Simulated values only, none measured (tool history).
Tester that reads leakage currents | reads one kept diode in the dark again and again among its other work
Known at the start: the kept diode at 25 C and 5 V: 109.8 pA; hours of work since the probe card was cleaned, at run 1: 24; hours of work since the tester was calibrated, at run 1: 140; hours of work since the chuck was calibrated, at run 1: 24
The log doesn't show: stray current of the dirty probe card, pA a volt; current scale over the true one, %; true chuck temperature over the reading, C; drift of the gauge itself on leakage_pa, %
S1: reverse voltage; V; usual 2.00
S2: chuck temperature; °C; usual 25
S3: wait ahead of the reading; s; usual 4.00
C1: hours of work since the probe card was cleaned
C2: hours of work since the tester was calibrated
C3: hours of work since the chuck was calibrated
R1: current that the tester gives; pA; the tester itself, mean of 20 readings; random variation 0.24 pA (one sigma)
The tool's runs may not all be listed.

run 1 hour=0.0 | S1=2.00 S2=25 S3=4.00 | C1=24 C2=140 C3=24 | R1=77.18
run 2 hour=86.0 | S1=2.00 S2=25 S3=2.64 | C1=66 C2=183 C3=66 | R1=77.53
run 3 hour=150.5 | S1=2.00 S2=25 S3=2.64 | C1=99 C2=215 C3=99 | R1=77.79
run 4 hour=273.5 | S1=2.00 S2=25 S3=2.64 | C1=160 C2=276 C3=160 | R1=77.50
run 5 hour=363.7 | S1=2.00 S2=25 S3=2.64 | C1=204 C2=321 C3=204 | R1=77.34
run 6 hour=508.1 | S1=1.52 S2=25 S3=4.00 | C1=276 C2=393 C3=276 | R1=69.36
run 7 hour=617.4 | S1=1.52 S2=25 S3=4.00 | C1=331 C2=447 C3=331 | R1=68.88
run 8 hour=707.7 | S1=1.52 S2=25 S3=4.00 | C1=376 C2=492 C3=376 | R1=69.32
run 9 hour=821.2 | S1=2.00 S2=25 S3=4.00 | C1=432 C2=549 C3=432 | R1=77.07
run 10 hour=894.1 | S1=7.49 S2=25 S3=4.00 | C1=468 C2=585 C3=468 | R1=129.03
run 11 hour=982.1 | S1=7.49 S2=50 S3=4.00 | C1=512 C2=629 C3=512 | R1=711.04
run 12 hour=1057.0 | S1=7.49 S2=50 S3=4.00 | C1=549 C2=666 C3=549 | R1=709.61
run 13 hour=1208.9 | S1=2.00 S2=25 S3=4.00 | C1=625 C2=741 C3=625 | R1=76.91
run 14 hour=1286.9 | S1=2.00 S2=25 S3=4.00 | C1=663 C2=780 C3=663 | R1=77.23
run 15 hour=1373.9 | S1=2.00 S2=25 S3=1.04 | C1=707 C2=823 C3=707 | R1=77.28
run 16 hour=1445.3 | S1=2.00 S2=25 S3=1.04 | C1=742 C2=859 C3=742 | R1=77.43
run 17 hour=1552.7 | S1=2.00 S2=25 S3=1.04 | C1=796 C2=912 C3=796 | R1=77.26
run 18 hour=1664.7 | S1=2.00 S2=58 S3=0.32 | C1=851 C2=968 C3=851 | R1=700.91
run 19 hour=1744.3 | S1=2.00 S2=40 S3=2.64 | C1=891 C2=1008 C3=891 | R1=223.66
run 20 hour=1839.4 | S1=2.00 S2=40 S3=2.64 | C1=938 C2=1055 C3=938 | R1=223.52
run 21 hour=1929.7 | S1=7.15 S2=39 S3=3.61 | C1=983 C2=1100 C3=983 | R1=340.10
run 22 hour=2045.2 | S1=4.29 S2=32 S3=1.18 | C1=1040 C2=1157 C3=1040 | R1=173.94
run 23 hour=2127.0 | S1=2.27 S2=59 S3=9.67 | C1=1081 C2=1198 C3=1081 | R1=780.23
run 24 hour=2265.6 | S1=9.17 S2=21 S3=0.48 | C1=1150 C2=1267 C3=1150 | R1=105.16
run 25 hour=2362.3 | S1=9.17 S2=21 S3=0.48 | C1=1198 C2=1315 C3=1198 | R1=105.44
run 26 hour=2493.5 | S1=1.58 S2=21 S3=0.48 | C1=1263 C2=1380 C3=1263 | R1=52.72
-- hour=2508.2 chuck's temperature calibrated
run 27 hour=2602.9 | S1=1.58 S2=21 S3=0.48 | C1=1317 C2=1433 C3=47 | R1=52.62
run 28 hour=2683.2 | S1=1.06 S2=25 S3=6.01 | C1=1357 C2=1473 C3=87 | R1=60.42
run 29 hour=2836.0 | S1=2.00 S2=37 S3=6.93 | C1=1433 C2=1549 C3=163 | R1=181.20

5 ways to go on from here, each from the tool as it stands after run 29. What would each give?
run A hour=2939.0 | S1=18.68 S2=21 S3=1.64 | C1=1484 C2=1601 C3=214 | R1=?
run B hour=2939.0 | S1=17.18 S2=37 S3=0.37 | C1=1484 C2=1601 C3=214 | R1=?
run C hour=2939.0 | S1=13.54 S2=25 S3=1.39 | C1=1484 C2=1601 C3=214 | R1=?
run D hour=2939.0 | S1=3.23 S2=25 S3=4.00 | C1=1484 C2=1601 C3=214 | R1=?
run E hour=2939.0 | S1=4.95 S2=35 S3=0.75 | C1=1484 C2=1601 C3=214 | R1=?

run=A R1=136.91
run=B R1=422.28
run=C R1=163.05
run=D R1=92.38
run=E R1=226.50
Without the tool's hidden state the same runs would have given:
run=A R1=136.71
run=B R1=422.16
run=C R1=162.92
run=D R1=92.37
run=E R1=226.49

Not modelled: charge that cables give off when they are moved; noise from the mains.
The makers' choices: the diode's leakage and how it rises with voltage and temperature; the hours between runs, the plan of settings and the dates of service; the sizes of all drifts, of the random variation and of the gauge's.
